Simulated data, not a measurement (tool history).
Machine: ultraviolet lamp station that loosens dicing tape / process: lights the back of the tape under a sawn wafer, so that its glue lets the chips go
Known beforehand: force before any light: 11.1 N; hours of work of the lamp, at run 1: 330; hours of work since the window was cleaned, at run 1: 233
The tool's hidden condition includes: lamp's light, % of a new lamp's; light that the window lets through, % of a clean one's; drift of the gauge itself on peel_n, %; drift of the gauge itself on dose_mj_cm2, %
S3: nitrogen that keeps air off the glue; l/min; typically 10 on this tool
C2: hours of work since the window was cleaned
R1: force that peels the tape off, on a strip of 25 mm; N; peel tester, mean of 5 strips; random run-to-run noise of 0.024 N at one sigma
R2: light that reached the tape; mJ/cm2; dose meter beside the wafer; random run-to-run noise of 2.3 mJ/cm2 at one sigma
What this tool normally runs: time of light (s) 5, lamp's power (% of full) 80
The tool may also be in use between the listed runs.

Run 1, day 0.000: usual settings; hours of work of the lamp 330; C2 233. Result: R1 1.845 N, R2 189 mJ/cm2.
Run 2, day 0.804: usual settings; hours of work of the lamp 344; C2 248. Result: R1 1.825 N, R2 190 mJ/cm2.
Run 3, day 1.262: usual settings but time of light (s) 2; hours of work of the lamp 353; C2 256. Result: R1 5.144 N, R2 74 mJ/cm2.
Run 4, day 1.650: usual settings; hours of work of the lamp 360; C2 263. Result: R1 1.867 N, R2 186 mJ/cm2.
Run 5, day 2.371: usual settings; hours of work of the lamp 372; C2 276. Result: R1 1.900 N, R2 181 mJ/cm2.
Run 6, day 2.896: usual settings; hours of work of the lamp 382; C2 285. Result: R1 1.992 N, R2 188 mJ/cm2.
Run 7, day 3.729: usual settings; hours of work of the lamp 397; C2 300. Result: R1 2.033 N, R2 182 mJ/cm2.
Run 8, day 4.338: usual settings; hours of work of the lamp 408; C2 311. Result: R1 2.002 N, R2 179 mJ/cm2.
Run 9, day 4.925: usual settings; hours of work of the lamp 418; C2 321. Result: R1 2.089 N, R2 178 mJ/cm2.
Run 10, day 5.533: usual settings; hours of work of the lamp 429; C2 332. Result: R1 2.124 N, R2 176 mJ/cm2.
Run 11, day 6.296: usual settings; hours of work of the lamp 443; C2 346. Result: R1 2.066 N, R2 171 mJ/cm2.
Run 12, day 7.062: usual settings; hours of work of the lamp 456; C2 360. Result: R1 2.145 N, R2 169 mJ/cm2.
Run 13, day 7.833: usual settings; hours of work of the lamp 470; C2 373. Result: R1 2.176 N, R2 168 mJ/cm2.
Run 14, day 8.275: usual settings; hours of work of the lamp 478; C2 381. Result: R1 2.274 N, R2 171 mJ/cm2.
Run 15, day 9.075: usual settings; hours of work of the lamp 492; C2 396. Result: R1 2.159 N, R2 167 mJ/cm2.
Run 16, day 9.529: usual settings but S3 13 l/min; hours of work of the lamp 501; C2 404. Result: R1 1.986 N, R2 164 mJ/cm2.
At day 10.329: window cleaned of glue's vapour.
Run 17, day 10.329: usual settings; hours of work of the lamp 515; C2 0. Result: R1 2.623 N, R2 145 mJ/cm2.
Run 18, day 10.858: usual settings; hours of work of the lamp 524; C2 9. Result: R1 2.661 N, R2 146 mJ/cm2.
Run 19, day 11.258: usual settings; hours of work of the lamp 531; C2 17. Result: R1 2.782 N, R2 144 mJ/cm2.
Run 20, day 11.925: usual settings but lamp's power (% of full) 77; hours of work of the lamp 543; C2 28. Result: R1 2.953 N, R2 135 mJ/cm2.
Run 21, day 12.312: usual settings but lamp's power (% of full) 77; hours of work of the lamp 550; C2 35. Result: R1 2.869 N, R2 136 mJ/cm2.
At day 12.888: window cleaned of glue's vapour, once more.
Run 22, day 13.038: usual settings but lamp's power (% of full) 77; hours of work of the lamp 563; C2 3. Result: R1 1.954 N, R2 177 mJ/cm2.
Run 23, day 13.575: usual settings but time of light (s) 2, lamp's power (% of full) 74, S3 11 l/min; hours of work of the lamp 572; C2 12. Result: R1 5.543 N, R2 68 mJ/cm2.
Run 24, day 13.925: usual settings but time of light (s) 2, lamp's power (% of full) 74, S3 11 l/min; hours of work of the lamp 578; C2 19. Result: R1 5.608 N, R2 69 mJ/cm2.
Run 25, day 14.346: usual settings but time of light (s) 2, lamp's power (% of full) 74, S3 11 l/min; hours of work of the lamp 586; C2 26. Result: R1 5.618 N, R2 67 mJ/cm2.
Run 26, day 14.846: usual settings but time of light (s) 2, lamp's power (% of full) 74, S3 11 l/min; hours of work of the lamp 595; C2 35. Result: R1 5.607 N, R2 67 mJ/cm2.
Run 27, day 15.404: usual settings but time of light (s) 2, lamp's power (% of full) 74, S3 11 l/min; hours of work of the lamp 605; C2 45. Result: R1 5.788 N, R2 68 mJ/cm2.
Run 28, day 16.017: usual settings but time of light (s) 2, lamp's power (% of full) 96, S3 5 l/min; hours of work of the lamp 616; C2 56. Result: R1 5.716 N, R2 85 mJ/cm2.
Run 29, day 16.488: usual settings but time of light (s) 2, lamp's power (% of full) 74, S3 6 l/min; hours of work of the lamp 624; C2 64. Result: R1 6.339 N, R2 67 mJ/cm2.
Run 30, day 17.192: usual settings but time of light (s) 8, lamp's power (% of full) 99, S3 3 l/min; hours of work of the lamp 637; C2 77. Result: R1 1.285 N, R2 347 mJ/cm2.
Run 31, day 17.733: usual settings but time of light (s) 8, lamp's power (% of full) 99, S3 3 l/min; hours of work of the lamp 647; C2 87. Result: R1 1.339 N, R2 344 mJ/cm2.
Run 32, day 18.333: usual settings but time of light (s) 8, lamp's power (% of full) 99, S3 3 l/min; hours of work of the lamp 657; C2 97. Result: R1 1.350 N, R2 342 mJ/cm2.
Run 33, day 18.729: usual settings but time of light (s) 8, lamp's power (% of full) 99, S3 3 l/min; hours of work of the lamp 664; C2 104. Result: R1 1.395 N, R2 335 mJ/cm2.
Run 34, day 19.212: usual settings but time of light (s) 7, lamp's power (% of full) 81, S3 4 l/min; hours of work of the lamp 673; C2 113. Result: R1 2.034 N, R2 242 mJ/cm2.
Run 35, day 19.738: usual settings but time of light (s) 6, lamp's power (% of full) 82, S3 16 l/min; hours of work of the lamp 682; C2 123. Result: R1 1.214 N, R2 204 mJ/cm2.
Run 36, day 20.088: usual settings but time of light (s) 3, lamp's power (% of full) 85, S3 18 l/min; hours of work of the lamp 689; C2 129. Result: R1 3.185 N, R2 104 mJ/cm2.
Run 37, day 20.625: usual settings but time of light (s) 3, lamp's power (% of full) 85, S3 18 l/min; hours of work of the lamp 698; C2 138. Result: R1 3.329 N, R2 107 mJ/cm2.
Run 38, day 21.283: usual settings but time of light (s) 8, lamp's power (% of full) 76; hours of work of the lamp 710; C2 150. Result: R1 1.059 N, R2 249 mJ/cm2.
Run 39, day 21.900: usual settings but time of light (s) 7, lamp's power (% of full) 70, S3 16 l/min; hours of work of the lamp 721; C2 161. Result: R1 1.303 N, R2 201 mJ/cm2.
Run 40, day 22.425: usual settings but time of light (s) 7, lamp's power (% of full) 70, S3 16 l/min; hours of work of the lamp 731; C2 171. Result: R1 1.362 N, R2 200 mJ/cm2.
Run 41, day 23.138: usual settings but S3 7 l/min; hours of work of the lamp 743; C2 183. Result: R1 2.844 N, R2 160 mJ/cm2.
Run 42, day 23.525: usual settings but S3 7 l/min; hours of work of the lamp 750; C2 190. Result: R1 2.874 N, R2 157 mJ/cm2.

Below are 5 alternative next runs, each starting from the tool's condition after run 42. Predict each:
Run A, day 24.088: usual settings but time of light (s) 9, lamp's power (% of full) 69, S3 7 l/min; hours of work of the lamp 760; C2 200. Result: R1 ?, R2 ?.
Run B, day 24.088: usual settings but time of light (s) 8, lamp's power (% of full) 92, S3 6 l/min; hours of work of the lamp 760; C2 200. Result: R1 ?, R2 ?.
Run C, day 24.088: usual settings but time of light (s) 6, lamp's power (% of full) 81, S3 3 l/min; hours of work of the lamp 760; C2 200. Result: R1 ?, R2 ?.
Run D, day 24.088: usual settings but time of light (s) 9, S3 3 l/min; hours of work of the lamp 760; C2 200. Result: R1 ?, R2 ?.
Run E, day 24.088: usual settings but time of light (s) 3, S3 7 l/min; hours of work of the lamp 760; C2 200. Result: R1 ?, R2 ?.

run     R1   R2
  A  1.448  244
  B  1.162  290
  C  3.234  190
  D  1.814  287
  E  4.863   96
Stripped of hidden state, with their random variation kept, the same runs would have yielded:
run     R1   R2
  A  0.604  371
  B  0.472  440
  C  1.775  290
  D  0.807  436
  E  3.208  146

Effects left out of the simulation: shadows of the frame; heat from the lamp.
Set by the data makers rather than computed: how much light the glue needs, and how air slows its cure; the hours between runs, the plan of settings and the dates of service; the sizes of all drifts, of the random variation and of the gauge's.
